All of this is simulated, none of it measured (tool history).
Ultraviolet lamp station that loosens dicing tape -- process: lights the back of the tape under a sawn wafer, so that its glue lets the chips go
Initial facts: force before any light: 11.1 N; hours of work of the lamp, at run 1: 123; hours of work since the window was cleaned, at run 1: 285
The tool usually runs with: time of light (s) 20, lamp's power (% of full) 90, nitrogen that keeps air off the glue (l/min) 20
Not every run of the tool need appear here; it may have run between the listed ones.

run	day	time of light (s)	lamp's power (% of full)	nitrogen that keeps air off the glue (l/min)	hours of work of the lamp	hours of work since the window was cleaned	force that peels the tape off (N)	light that reached the tape (mJ/cm²)
1	0	20	90	20	123	285	0.475	227
2	0.554	20	90	20	133	295	0.519	225
3	0.912	20	90	14	140	301	0.718	223
4	1.233	20	90	14	146	307	0.712	223
5	1.721	20	90	35	155	316	0.327	222
6	2.242	20	90	35	164	326	0.33	218
7	2.642	20	90	35	172	333	0.34	219
8	3.167	20	90	35	181	342	0.367	213
# day 3.483: window cleaned of glue's vapour
9	3.667	17	90	35	190	3	0.721	153
10	4.267	20	74	20	201	14	1.219	142
11	4.883	20	74	20	212	26	1.304	145
12	5.346	20	74	20	221	34	1.262	145
13	6.008	33	74	7	233	46	1.233	233
14	6.296	17	64	37	238	51	1.569	108
15	6.862	17	64	37	248	62	1.601	101
# day 7.079: window cleaned of glue's vapour, once more
16	7.346	17	90	37	257	5	0.361	210
17	8.021	34	90	11	269	17	0.256	414
18	8.7	34	90	11	281	30	0.244	404
19	9.25	22	71	20	292	40	0.621	209
20	9.804	22	71	20	302	50	0.603	203
21	10.467	22	71	20	314	62	0.63	201

Alternative continuations, all from the tool just after run 21; predict every row:
A	11.129	17	90	20	326	74	?	?
B	11.129	11	78	20	326	74	?	?
C	11.129	20	90	31	326	74	?	?
D	11.129	30	81	9	326	74	?	?
E	11.129	26	68	14	326	74	?	?

run	force that peels the tape off (N)	light that reached the tape (mJ/cm²)
A	0.68	192
B	2.116	109
C	0.344	231
D	0.521	314
E	0.71	222
The same runs, with their run-to-run variation unchanged, on a tool lacking any hidden condition would have given:
run	force that peels the tape off (N)	light that reached the tape (mJ/cm²)
A	0.419	237
B	1.475	134
C	0.243	285
D	0.329	387
E	0.44	274

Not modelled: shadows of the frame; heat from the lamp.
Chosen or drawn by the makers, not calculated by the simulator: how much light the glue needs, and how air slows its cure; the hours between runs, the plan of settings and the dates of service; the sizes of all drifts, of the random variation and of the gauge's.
